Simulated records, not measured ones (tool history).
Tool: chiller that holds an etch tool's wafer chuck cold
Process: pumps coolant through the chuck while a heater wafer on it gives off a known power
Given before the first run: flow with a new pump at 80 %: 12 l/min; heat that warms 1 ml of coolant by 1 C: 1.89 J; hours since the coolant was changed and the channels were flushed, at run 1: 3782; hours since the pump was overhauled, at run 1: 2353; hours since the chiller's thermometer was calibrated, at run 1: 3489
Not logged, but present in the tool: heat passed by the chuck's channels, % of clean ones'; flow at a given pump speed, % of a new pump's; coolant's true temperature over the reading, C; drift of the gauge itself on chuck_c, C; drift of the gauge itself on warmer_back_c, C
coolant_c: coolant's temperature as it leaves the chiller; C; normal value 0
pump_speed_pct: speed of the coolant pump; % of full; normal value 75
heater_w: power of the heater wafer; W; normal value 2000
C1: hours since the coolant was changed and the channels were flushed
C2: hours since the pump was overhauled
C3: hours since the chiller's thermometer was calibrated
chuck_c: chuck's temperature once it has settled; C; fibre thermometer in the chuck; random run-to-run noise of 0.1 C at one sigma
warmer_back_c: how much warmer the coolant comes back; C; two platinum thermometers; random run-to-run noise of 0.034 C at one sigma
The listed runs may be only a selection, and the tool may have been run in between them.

Run 1, hour 0.0: usual settings; C1 3782; C2 2353; C3 3489. Result: chuck_c 21.6 C, warmer_back_c 5.67 C.
Run 2, hour 59.4: usual settings; C1 3841; C2 2412; C3 3549. Result: chuck_c 21.6 C, warmer_back_c 5.68 C.
Run 3, hour 105.9: usual settings; C1 3888; C2 2459; C3 3595. Result: chuck_c 21.4 C, warmer_back_c 5.61 C.
Run 4, hour 174.2: usual settings; C1 3956; C2 2527; C3 3663. Result: chuck_c 21.4 C, warmer_back_c 5.56 C.
Run 5, hour 240.5: usual settings but pump_speed_pct 61 % of full; C1 4022; C2 2593; C3 3730. Result: chuck_c 25.4 C, warmer_back_c 6.91 C.
Run 6, hour 311.8: usual settings but pump_speed_pct 61 % of full; C1 4094; C2 2665; C3 3801. Result: chuck_c 25.5 C, warmer_back_c 6.89 C.
Run 7, hour 388.1: usual settings but pump_speed_pct 61 % of full; C1 4170; C2 2741; C3 3877. Result: chuck_c 25.4 C, warmer_back_c 6.86 C.
Run 8, hour 435.5: usual settings; C1 4217; C2 2788; C3 3925. Result: chuck_c 21.4 C, warmer_back_c 5.53 C.
Run 9, hour 481.5: usual settings; C1 4263; C2 2834; C3 3971. Result: chuck_c 21.4 C, warmer_back_c 5.46 C.
Run 10, hour 521.9: usual settings; C1 4304; C2 2875; C3 4011. Result: chuck_c 21.5 C, warmer_back_c 5.43 C.
Run 11, hour 578.1: usual settings but pump_speed_pct 60 % of full; C1 4360; C2 2931; C3 4067. Result: chuck_c 25.8 C, warmer_back_c 6.85 C.
Run 12, hour 632.4: usual settings but pump_speed_pct 92 % of full; C1 4414; C2 2985; C3 4122. Result: chuck_c 17.9 C, warmer_back_c 4.30 C.
At hour 701.6: gauge calibrated.
Run 13, hour 713.5: usual settings but pump_speed_pct 92 % of full; C1 4495; C2 3066; C3 4203. Result: chuck_c 18.0 C, warmer_back_c 4.65 C.
At hour 763.1: coolant changed, channels flushed.
Run 14, hour 763.1: usual settings but pump_speed_pct 92 % of full; C1 0; C2 3110; C3 4246. Result: chuck_c 18.0 C, warmer_back_c 4.56 C.
Run 15, hour 819.8: usual settings but pump_speed_pct 92 % of full; C1 57; C2 3167; C3 4303. Result: chuck_c 17.9 C, warmer_back_c 4.58 C.
Run 16, hour 884.9: usual settings but heater_w 1017 W; C1 122; C2 3232; C3 4368. Result: chuck_c 10.9 C, warmer_back_c 2.80 C.
Run 17, hour 952.7: usual settings but heater_w 1017 W; C1 190; C2 3299; C3 4436. Result: chuck_c 10.7 C, warmer_back_c 2.82 C.
Run 18, hour 1030.4: usual settings but heater_w 1017 W; C1 267; C2 3377; C3 4514. Result: chuck_c 11.1 C, warmer_back_c 2.75 C.
Run 19, hour 1098.8: usual settings but coolant_c 5 C, pump_speed_pct 74 % of full; C1 336; C2 3446; C3 4582. Result: chuck_c 26.7 C, warmer_back_c 5.56 C.
Run 20, hour 1144.4: usual settings but coolant_c 5 C, pump_speed_pct 74 % of full; C1 381; C2 3491; C3 4628. Result: chuck_c 26.6 C, warmer_back_c 5.55 C.
Run 21, hour 1209.1: usual settings but coolant_c 5 C, pump_speed_pct 98 % of full, heater_w 2229 W; C1 446; C2 3556; C3 4692. Result: chuck_c 24.1 C, warmer_back_c 4.64 C.
Run 22, hour 1256.2: usual settings but coolant_c -7 C, pump_speed_pct 66 % of full, heater_w 1242 W; C1 493; C2 3603; C3 4739. Result: chuck_c 7.7 C, warmer_back_c 3.81 C.
Run 23, hour 1300.2: usual settings but coolant_c -7 C, pump_speed_pct 66 % of full, heater_w 1242 W; C1 537; C2 3647; C3 4783. Result: chuck_c 7.8 C, warmer_back_c 3.72 C.
Run 24, hour 1353.1: usual settings but pump_speed_pct 91 % of full, heater_w 1242 W; C1 590; C2 3700; C3 4836. Result: chuck_c 11.3 C, warmer_back_c 2.61 C.
At hour 1393.2: chiller's thermometer calibrated.
Run 25, hour 1398.6: usual settings but pump_speed_pct 91 % of full, heater_w 1242 W; C1 635; C2 3744; C3 5. Result: chuck_c 11.4 C, warmer_back_c 2.64 C.
Run 26, hour 1466.2: usual settings but pump_speed_pct 91 % of full, heater_w 1242 W; C1 702; C2 3812; C3 73. Result: chuck_c 11.4 C, warmer_back_c 2.58 C.
Run 27, hour 1528.0: usual settings but coolant_c -9 C; C1 764; C2 3874; C3 135. Result: chuck_c 12.5 C, warmer_back_c 5.36 C.
Run 28, hour 1596.7: usual settings but heater_w 1659 W; C1 833; C2 3942; C3 203. Result: chuck_c 17.7 C, warmer_back_c 4.38 C.
Run 29, hour 1638.8: usual settings but coolant_c -2 C, heater_w 2699 W; C1 875; C2 3985; C3 246. Result: chuck_c 26.8 C, warmer_back_c 7.25 C.
Run 30, hour 1693.7: usual settings but coolant_c -2 C, heater_w 2699 W; C1 930; C2 4039; C3 300. Result: chuck_c 26.9 C, warmer_back_c 7.26 C.
Run 31, hour 1743.8: usual settings but coolant_c -2 C, heater_w 2699 W; C1 980; C2 4090; C3 351. Result: chuck_c 26.9 C, warmer_back_c 7.18 C.

A few steps of warmer_back_c between consecutive runs. Split each: what settings, incoming material and random variation would produce without the hidden state, and what is left over for the hidden state, along with gauge scatter present in only one of the two compared results (measured, and without hidden state):
Run 4 -> 5: pump_speed_pct 75 -> 61. warmer_back_c +1.35 C: hidden state -0.04, all else +1.39.
Run 6 -> 7: settings left as they were, no log entry in between. warmer_back_c -0.03 C: hidden state -0.04, all else +0.01.
Run 12 -> 13: gauge calibrated. warmer_back_c +0.35 C: hidden state +0.27, all else +0.08.
Run 18 -> 19: coolant_c 0 -> 5, pump_speed_pct 75 -> 74, heater_w 1017 -> 2000. warmer_back_c +2.81 C: hidden state -0.03, all else +2.84.
Run 26 -> 27: coolant_c 0 -> -9, pump_speed_pct 91 -> 75, heater_w 1242 -> 2000. warmer_back_c +2.78 C: hidden state -0.04, all else +2.82.
Run 28 -> 29: coolant_c 0 -> -2, heater_w 1659 -> 2699. warmer_back_c +2.87 C: hidden state -0.02, all else +2.89.
